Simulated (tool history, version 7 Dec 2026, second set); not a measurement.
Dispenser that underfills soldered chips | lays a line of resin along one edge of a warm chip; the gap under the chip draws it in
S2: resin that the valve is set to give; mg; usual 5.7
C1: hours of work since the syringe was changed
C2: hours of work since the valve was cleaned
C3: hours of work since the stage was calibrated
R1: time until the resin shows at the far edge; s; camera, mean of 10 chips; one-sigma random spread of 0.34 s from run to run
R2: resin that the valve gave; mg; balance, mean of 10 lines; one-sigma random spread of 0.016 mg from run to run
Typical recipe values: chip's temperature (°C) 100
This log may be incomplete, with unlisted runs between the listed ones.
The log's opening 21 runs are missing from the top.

-- hour=247 new syringe of resin
-- hour=256.1 new syringe of resin
run 22 hour=257.5 | chip's_temperature_(°C)=107 S2=6.05 | C1=1 C2=22 C3=455 | R1=14.2 R2=5.96
-- hour=264.6 new syringe of resin
run 23 hour=268.9 | chip's_temperature_(°C)=93 S2=7.28 | C1=3 C2=29 C3=463 | R1=26.7 R2=7.12
-- hour=273.7 new syringe of resin
-- hour=281.9 new syringe of resin
run 24 hour=283.1 | chip's_temperature_(°C)=100 S2=5.77 | C1=1 C2=39 C3=472 | R1=19.5 R2=5.54
-- hour=289.7 dispensing valve cleaned and set on the balance
-- hour=291 new syringe of resin
-- hour=299.3 new syringe of resin
run 25 hour=299.5 | chip's_temperature_(°C)=100 S2=5.77 | C1=0 C2=6 C3=482 | R1=17.2 R2=5.73
-- hour=308.4 new syringe of resin
run 26 hour=312.4 | chip's_temperature_(°C)=91 S2=5.45 | C1=3 C2=15 C3=491 | R1=28 R2=5.38
-- hour=316.7 new syringe of resin
-- hour=324.8 new syringe of resin
run 27 hour=327.2 | chip's_temperature_(°C)=96 S2=5.27 | C1=2 C2=25 C3=501 | R1=22.7 R2=5.13
-- hour=333.3 new syringe of resin
run 28 hour=334.3 | chip's_temperature_(°C)=96 S2=5.27 | C1=1 C2=29 C3=505 | R1=21.9 R2=5.15
run 29 hour=341 | chip's_temperature_(°C)=102 S2=6.86 | C1=5 C2=34 C3=510 | R1=22 R2=6.66
-- hour=342.1 new syringe of resin
-- hour=350.1 new syringe of resin
run 30 hour=352.9 | chip's_temperature_(°C)=99 S2=5.78 | C1=2 C2=42 C3=518 | R1=20.1 R2=5.57

Predict the results of run 31:
-- hour=354.8 dispensing valve cleaned and set on the balance
-- hour=359.9 new syringe of resin
run 31 hour=364.5 | chip's_temperature_(°C)=99 S2=5.78 | C1=3 C2=6 C3=525 | R1=? R2=?

{"run 31": {"R1": 21.6, "R2": 5.73}}
Had the tool carried no hidden state, the very same run would have given R1 16.7 s, R2 5.77 mg.

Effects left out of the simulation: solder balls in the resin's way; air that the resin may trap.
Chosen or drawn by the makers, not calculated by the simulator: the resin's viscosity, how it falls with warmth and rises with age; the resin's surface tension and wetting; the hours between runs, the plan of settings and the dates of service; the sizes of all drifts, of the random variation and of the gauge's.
